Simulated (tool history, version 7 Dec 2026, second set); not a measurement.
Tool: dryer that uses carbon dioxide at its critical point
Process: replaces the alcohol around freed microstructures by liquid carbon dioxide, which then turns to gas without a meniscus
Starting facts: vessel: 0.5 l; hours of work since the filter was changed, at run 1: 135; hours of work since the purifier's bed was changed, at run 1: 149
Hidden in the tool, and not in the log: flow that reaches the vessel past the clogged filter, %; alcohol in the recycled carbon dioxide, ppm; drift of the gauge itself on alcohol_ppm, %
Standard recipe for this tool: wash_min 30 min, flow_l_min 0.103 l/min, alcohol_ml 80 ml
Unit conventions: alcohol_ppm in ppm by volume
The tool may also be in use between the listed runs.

| run | hour | wash_min | flow_l_min | alcohol_ml | hours of work since the filter was changed | hours of work since the purifier's bed was changed | alcohol_ppm |
|---|---|---|---|---|---|---|---|
| 1 | 0.0 | 30 | 0.103 | 80 | 135 | 149 | 1642 |
| 2 | 21.2 | 30 | 0.103 | 80 | 145 | 159 | 1679 |
| 3 | 34.6 | 30 | 0.103 | 80 | 151 | 165 | 1676 |
| 4 | 48.4 | 30 | 0.103 | 80 | 158 | 172 | 1722 |
| 5 | 66.3 | 30 | 0.103 | 80 | 166 | 180 | 1722 |
| 6 | 85.5 | 30 | 0.103 | 87 | 175 | 189 | 1831 |
| 7 | 99.6 | 30 | 0.103 | 87 | 182 | 196 | 1864 |
| 8 | 119.0 | 24 | 0.103 | 80 | 191 | 205 | 4213 |
| 9 | 138.5 | 30 | 0.103 | 80 | 200 | 214 | 1734 |
| 10 | 149.7 | 30 | 0.103 | 80 | 206 | 220 | 1783 |
| 11 | 161.5 | 30 | 0.103 | 80 | 211 | 225 | 1791 |
| 12 | 170.7 | 30 | 0.103 | 80 | 216 | 230 | 1741 |
| 13 | 181.6 | 30 | 0.103 | 80 | 221 | 235 | 1769 |
| 14 | 201.8 | 30 | 0.103 | 80 | 230 | 244 | 1803 |
| 15 | 220.4 | 30 | 0.103 | 80 | 239 | 253 | 1823 |
| 16 | 231.8 | 30 | 0.103 | 80 | 245 | 259 | 1834 |
| 17 | 241.7 | 30 | 0.103 | 80 | 249 | 263 | 1852 |
| 18 | 262.7 | 37 | 0.141 | 37 | 259 | 273 | 119 |
| 19 | 275.3 | 37 | 0.141 | 37 | 265 | 279 | 117 |
| 20 | 294.6 | 37 | 0.157 | 71 | 274 | 288 | 110 |
| 21 | 307.4 | 22 | 0.103 | 80 | 280 | 294 | 6180 |
| 22 | 325.0 | 30 | 0.127 | 80 | 289 | 303 | 777 |
| 23 | 342.0 | 38 | 0.069 | 89 | 297 | 311 | 3805 |
| 24 | 354.9 | 25 | 0.103 | 30 | 303 | 317 | 1548 |
| 25 | 370.8 | 18 | 0.075 | 91 | 310 | 324 | 25237 |
| 26 | 384.0 | 44 | 0.075 | 26 | 317 | 331 | 517 |
| 27 | 393.5 | 44 | 0.075 | 26 | 321 | 335 | 513 |
| 28 | 409.2 | 30 | 0.094 | 21 | 329 | 343 | 817 |
| 29 | 430.1 | 23 | 0.094 | 25 | 338 | 353 | 2392 |
| 30 | 445.5 | 23 | 0.094 | 33 | 346 | 360 | 3135 |
| 31 | 457.8 | 23 | 0.094 | 33 | 352 | 366 | 3047 |
| 32 | 473.0 | 21 | 0.103 | 49 | 359 | 373 | 4556 |
| 33 | 485.7 | 22 | 0.103 | 49 | 365 | 379 | 4089 |

Branching from run 33: 3 alternative next runs. What would each branch give?
| A | 503.0 | 22 | 0.128 | 49 | 373 | 387 | ? |
| B | 503.0 | 22 | 0.103 | 29 | 373 | 387 | ? |
| C | 503.0 | 34 | 0.103 | 80 | 373 | 387 | ? |

| run | alcohol_ppm |
|---|---|
| A | 2034 |
| B | 2426 |
| C | 1232 |
With no hidden state in the tool, these same runs would have given:
| run | alcohol_ppm |
|---|---|
| A | 1385 |
| B | 1770 |
| C | 745 |

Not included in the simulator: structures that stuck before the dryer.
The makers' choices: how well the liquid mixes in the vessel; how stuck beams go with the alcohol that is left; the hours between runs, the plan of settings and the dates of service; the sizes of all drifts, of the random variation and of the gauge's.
